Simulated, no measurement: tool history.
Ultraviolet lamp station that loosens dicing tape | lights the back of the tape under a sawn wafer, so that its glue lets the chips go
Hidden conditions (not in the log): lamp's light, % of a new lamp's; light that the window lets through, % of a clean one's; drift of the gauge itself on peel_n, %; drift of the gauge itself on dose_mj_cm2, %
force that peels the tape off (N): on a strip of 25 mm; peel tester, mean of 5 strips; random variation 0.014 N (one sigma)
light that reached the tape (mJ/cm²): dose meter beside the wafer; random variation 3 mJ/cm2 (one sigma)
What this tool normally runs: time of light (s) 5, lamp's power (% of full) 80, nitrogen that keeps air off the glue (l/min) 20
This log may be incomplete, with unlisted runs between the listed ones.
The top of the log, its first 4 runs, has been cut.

run	hour	time of light (s)	lamp's power (% of full)	nitrogen that keeps air off the glue (l/min)	hours of work of the lamp	hours of work since the window was cleaned	force that peels the tape off (N)	light that reached the tape (mJ/cm²)
5	82.7	4	80	20	631	631	1.696	231
6	102.1	4	69	20	645	645	1.994	198
# hour 118.7: lamp changed
# hour 126.1: window cleaned of glue's vapour
7	132	5	80	8	10	4	1.071	437
8	152.6	5	80	8	25	20	1.102	434
9	168.2	5	80	20	37	32	0.691	424
10	180.2	5	80	20	46	41	0.713	431
11	201.8	5	99	20	62	57	0.516	527
12	230.5	5	99	20	84	79	0.532	512
13	246.1	5	99	20	96	90	0.528	510
14	269.6	5	80	26	113	108	0.659	408
15	298	5	80	22	135	129	0.76	404
16	313.1	5	80	20	146	141	0.789	400
17	336.8	5	80	7	164	159	1.332	400
18	352.2	8	80	20	175	170	0.374	626
19	378.3	5	80	20	195	190	0.849	389
20	407.6	3	80	20	217	212	1.624	230
21	432.5	3	80	20	236	231	1.723	226
22	449.9	8	86	20	249	244	0.366	638
23	470.4	4	87	20	264	259	1.045	324
24	487.3	5	80	9	277	272	1.294	366
25	504.5	3	80	21	290	285	1.755	220
26	522.5	5	80	22	303	298	0.916	363
27	548.3	3	63	22	323	318	2.06	170
28	577	4	85	33	345	339	0.965	294
29	597.5	4	90	15	360	355	1.334	311

Run 30, settings as shown, results not yet in. Your forecast:
30	610.7	7	94	17	370	365	?	?

force that peels the tape off (N): 0.506
light that reached the tape (mJ/cm²): 564
On a tool with no hidden condition, and with the same random variation, this run would have come out at force that peels the tape off (N) 0.338, light that reached the tape (mJ/cm²) 733.

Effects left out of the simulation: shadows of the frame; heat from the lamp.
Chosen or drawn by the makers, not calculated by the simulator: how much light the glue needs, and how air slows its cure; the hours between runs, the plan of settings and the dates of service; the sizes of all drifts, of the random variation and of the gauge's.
